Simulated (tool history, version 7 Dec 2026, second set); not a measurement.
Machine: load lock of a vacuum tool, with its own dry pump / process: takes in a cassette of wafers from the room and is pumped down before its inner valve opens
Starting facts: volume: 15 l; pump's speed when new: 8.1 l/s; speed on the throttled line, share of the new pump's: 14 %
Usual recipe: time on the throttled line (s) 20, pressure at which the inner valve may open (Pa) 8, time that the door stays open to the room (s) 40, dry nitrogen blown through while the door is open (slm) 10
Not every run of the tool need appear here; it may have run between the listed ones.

run	hour	time on the throttled line (s)	pressure at which the inner valve may open (Pa)	time that the door stays open to the room (s)	dry nitrogen blown through while the door is open (slm)	incoming humidity of the room's air, %	time from the closed door until the inner valve may open (s)	rise of the pressure with all valves shut (Pa/min)
1	0.0	20	8	40	10	43.1	36.1	0.047
2	99.7	25	8	40	10	45.0	40.5	0.044
3	265.6	25	8	40	10	42.4	40.8	0.043
4	472.2	25	8	40	10	46.2	40.7	0.053
5	598.5	25	8	40	10	47.5	40.4	0.048
6	779.6	25	8	40	10	41.5	40.5	0.046
7	947.8	20	8	40	10	48.9	36.7	0.055
8	1082.7	20	8	40	10	44.4	37.4	0.054
9	1232.3	20	8	40	10	43.8	36.5	0.056
10	1366.5	20	8	40	10	46.0	36.8	0.053
11	1589.2	20	7	40	10	43.6	36.9	0.055
12	1770.3	20	8	40	10	47.4	36.6	0.053
13	1893.7	20	8	50	10	46.0	37.1	0.063
14	2092.8	20	8	50	10	43.8	36.8	0.062
15	2282.9	20	8	77	10	45.2	37.0	0.071
16	2484.9	20	8	77	10	46.3	37.9	0.073
17	2692.1	20	8	77	10	42.1	38.0	0.070
18	2869.0	30	8	187	6	44.7	45.5	0.103
19	3004.5	30	13	187	6	45.5	44.9	0.105
20	3226.3	30	14	46	6	44.7	44.0	0.073
21	3365.0	12	14	46	6	45.6	29.4	0.075
22	3470.2	11	7	46	14	48.6	30.8	0.066
23	3661.9	11	10	91	14	46.1	29.5	0.071
24	3807.7	13	14	189	13	47.3	30.8	0.094
25	4029.4	20	10	36	38	41.8	37.5	0.052
26	4129.8	15	14	40	10	45.8	32.9	0.074
27	4278.4	20	9	40	29	45.5	38.2	0.062
28	4470.2	20	9	40	29	42.8	38.7	0.068
29	4568.4	20	9	40	29	45.6	38.3	0.061
30	4786.2	20	9	40	29	45.3	38.5	0.064
31	4956.6	20	7	40	29	44.8	39.5	0.067
32	5117.4	20	6	40	30	42.9	39.4	0.071
33	5242.7	15	8	75	6	47.6	34.6	0.101
34	5402.3	12	11	40	25	46.0	31.4	0.067

What if the next run were any one of these 5? Each begins from the tool's condition after run 34:
A	5537.4	11	8	34	42	42.4	?	?
B	5537.4	19	8	40	43	44.1	?	?
C	5537.4	12	11	99	25	47.7	?	?
D	5537.4	12	7	37	16	45.1	?	?
E	5537.4	40	11	141	25	44.1	?	?

run	time from the closed door until the inner valve may open (s)	rise of the pressure with all valves shut (Pa/min)
A	32.0	0.065
B	38.3	0.067
C	31.6	0.080
D	32.6	0.084
E	54.6	0.080
Stripped of hidden state, with their random variation kept, the same runs would have yielded:
run	time from the closed door until the inner valve may open (s)	rise of the pressure with all valves shut (Pa/min)
A	27.5	0.019
B	34.1	0.020
C	27.2	0.033
D	28.1	0.038
E	51.4	0.034
